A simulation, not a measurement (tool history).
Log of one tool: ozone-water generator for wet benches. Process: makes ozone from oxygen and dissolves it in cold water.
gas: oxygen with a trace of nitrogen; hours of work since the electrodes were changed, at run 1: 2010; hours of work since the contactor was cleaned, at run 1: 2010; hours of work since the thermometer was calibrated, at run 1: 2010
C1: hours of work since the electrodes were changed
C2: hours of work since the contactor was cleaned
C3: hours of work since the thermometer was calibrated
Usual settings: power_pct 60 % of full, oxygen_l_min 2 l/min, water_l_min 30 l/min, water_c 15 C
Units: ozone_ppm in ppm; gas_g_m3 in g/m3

run 1 hour=0 | power_pct=60 oxygen_l_min=2 water_l_min=30 water_c=15 | C1=2010 C2=2010 C3=2010 | ozone_ppm=6.7 gas_g_m3=168.5
run 2 hour=44.6 | power_pct=60 oxygen_l_min=1.18 water_l_min=30 water_c=15 | C1=2045 C2=2045 C3=2045 | ozone_ppm=5.6 gas_g_m3=223
run 3 hour=133.6 | power_pct=60 oxygen_l_min=1.18 water_l_min=30 water_c=15 | C1=2115 C2=2115 C3=2115 | ozone_ppm=5.5 gas_g_m3=221.4
run 4 hour=203.5 | power_pct=60 oxygen_l_min=1.18 water_l_min=30 water_c=15 | C1=2170 C2=2170 C3=2170 | ozone_ppm=5.5 gas_g_m3=221.3
run 5 hour=242.9 | power_pct=60 oxygen_l_min=1.18 water_l_min=30 water_c=15 | C1=2201 C2=2201 C3=2201 | ozone_ppm=5.6 gas_g_m3=221.4
run 6 hour=280.6 | power_pct=60 oxygen_l_min=2 water_l_min=30 water_c=15 | C1=2231 C2=2231 C3=2231 | ozone_ppm=6.5 gas_g_m3=169.3
run 7 hour=333.8 | power_pct=60 oxygen_l_min=2.73 water_l_min=30 water_c=15 | C1=2273 C2=2273 C3=2273 | ozone_ppm=7.1 gas_g_m3=144.7
run 8 hour=416.9 | power_pct=60 oxygen_l_min=2.73 water_l_min=30 water_c=15 | C1=2339 C2=2339 C3=2339 | ozone_ppm=7.2 gas_g_m3=143.5
run 9 hour=487.6 | power_pct=60 oxygen_l_min=2 water_l_min=30 water_c=15 | C1=2394 C2=2394 C3=2394 | ozone_ppm=6.5 gas_g_m3=168.1
run 10 hour=531 | power_pct=60 oxygen_l_min=2 water_l_min=30 water_c=15 | C1=2429 C2=2429 C3=2429 | ozone_ppm=6.7 gas_g_m3=169.8
run 11 hour=611.9 | power_pct=60 oxygen_l_min=2 water_l_min=30 water_c=15 | C1=2492 C2=2492 C3=2492 | ozone_ppm=6.7 gas_g_m3=168
run 12 hour=702.9 | power_pct=60 oxygen_l_min=2 water_l_min=30 water_c=13 | C1=2564 C2=2564 C3=2564 | ozone_ppm=6.8 gas_g_m3=168.4
-- hour=795.1 water thermometer calibrated
run 13 hour=795.1 | power_pct=60 oxygen_l_min=2 water_l_min=30 water_c=13 | C1=2637 C2=2637 C3=0 | ozone_ppm=6.6 gas_g_m3=168.4
-- hour=854.5 contactor cleaned
run 14 hour=869.5 | power_pct=60 oxygen_l_min=2 water_l_min=30 water_c=13 | C1=2692 C2=12 C3=56 | ozone_ppm=6.8 gas_g_m3=169.4
run 15 hour=938.9 | power_pct=60 oxygen_l_min=2 water_l_min=30 water_c=13 | C1=2747 C2=67 C3=110 | ozone_ppm=6.8 gas_g_m3=167.8
run 16 hour=994.5 | power_pct=60 oxygen_l_min=2 water_l_min=30 water_c=13 | C1=2791 C2=110 C3=154 | ozone_ppm=6.7 gas_g_m3=168.6
run 17 hour=1035.6 | power_pct=60 oxygen_l_min=2.08 water_l_min=30 water_c=15 | C1=2823 C2=143 C3=187 | ozone_ppm=6.7 gas_g_m3=165.3
run 18 hour=1108.1 | power_pct=60 oxygen_l_min=1.92 water_l_min=30 water_c=18 | C1=2881 C2=200 C3=244 | ozone_ppm=6.4 gas_g_m3=173.1
run 19 hour=1172.9 | power_pct=60 oxygen_l_min=1.92 water_l_min=30 water_c=18 | C1=2932 C2=251 C3=295 | ozone_ppm=6.4 gas_g_m3=171.6
run 20 hour=1263.4 | power_pct=61 oxygen_l_min=1.83 water_l_min=22 water_c=15 | C1=3003 C2=323 C3=366 | ozone_ppm=9.4 gas_g_m3=180
run 21 hour=1340.3 | power_pct=60 oxygen_l_min=1.79 water_l_min=30 water_c=9 | C1=3064 C2=383 C3=427 | ozone_ppm=6.4 gas_g_m3=177.4
run 22 hour=1402.1 | power_pct=83 oxygen_l_min=1.29 water_l_min=30 water_c=9 | C1=3113 C2=432 C3=476 | ozone_ppm=7.8 gas_g_m3=284
run 23 hour=1479.5 | power_pct=83 oxygen_l_min=1.29 water_l_min=30 water_c=9 | C1=3174 C2=493 C3=537 | ozone_ppm=7.8 gas_g_m3=283.5
run 24 hour=1548.3 | power_pct=83 oxygen_l_min=1.29 water_l_min=30 water_c=9 | C1=3228 C2=548 C3=591 | ozone_ppm=7.8 gas_g_m3=282.2
run 25 hour=1591.1 | power_pct=82 oxygen_l_min=1.29 water_l_min=30 water_c=9 | C1=3262 C2=581 C3=625 | ozone_ppm=7.6 gas_g_m3=280.8
run 26 hour=1668.2 | power_pct=54 oxygen_l_min=2 water_l_min=30 water_c=7 | C1=3322 C2=642 C3=686 | ozone_ppm=6.2 gas_g_m3=153
run 27 hour=1709.7 | power_pct=54 oxygen_l_min=2 water_l_min=30 water_c=7 | C1=3355 C2=675 C3=719 | ozone_ppm=6.2 gas_g_m3=155.4
run 28 hour=1780 | power_pct=54 oxygen_l_min=2 water_l_min=30 water_c=7 | C1=3411 C2=730 C3=774 | ozone_ppm=6.2 gas_g_m3=155.6
run 29 hour=1859.6 | power_pct=54 oxygen_l_min=2 water_l_min=30 water_c=7 | C1=3474 C2=793 C3=837 | ozone_ppm=6.3 gas_g_m3=153.6
run 30 hour=1906.1 | power_pct=86 oxygen_l_min=1.49 water_l_min=30 water_c=15 | C1=3510 C2=830 C3=874 | ozone_ppm=8.5 gas_g_m3=268.4
run 31 hour=1974 | power_pct=86 oxygen_l_min=1.49 water_l_min=30 water_c=15 | C1=3564 C2=883 C3=927 | ozone_ppm=8.3 gas_g_m3=269.4
run 32 hour=2050.7 | power_pct=60 oxygen_l_min=2 water_l_min=30 water_c=23 | C1=3624 C2=944 C3=988 | ozone_ppm=6.3 gas_g_m3=169.2
run 33 hour=2098.3 | power_pct=60 oxygen_l_min=1.22 water_l_min=33 water_c=15 | C1=3662 C2=982 C3=1025 | ozone_ppm=4.9 gas_g_m3=217.5
run 34 hour=2149.1 | power_pct=60 oxygen_l_min=1.71 water_l_min=37 water_c=15 | C1=3702 C2=1022 C3=1065 | ozone_ppm=4.8 gas_g_m3=183.1

Hidden state at the last listed run before each entry between runs and at the first one after, where it differs:
Between runs 12 and 13: water thermometer calibrated (hour 795.1)
  no hidden state differs between the two runs
Between runs 13 and 14: contactor cleaned (hour 854.5)
  contactor's efficiency, % of a clean one's: 99.9 -> 100

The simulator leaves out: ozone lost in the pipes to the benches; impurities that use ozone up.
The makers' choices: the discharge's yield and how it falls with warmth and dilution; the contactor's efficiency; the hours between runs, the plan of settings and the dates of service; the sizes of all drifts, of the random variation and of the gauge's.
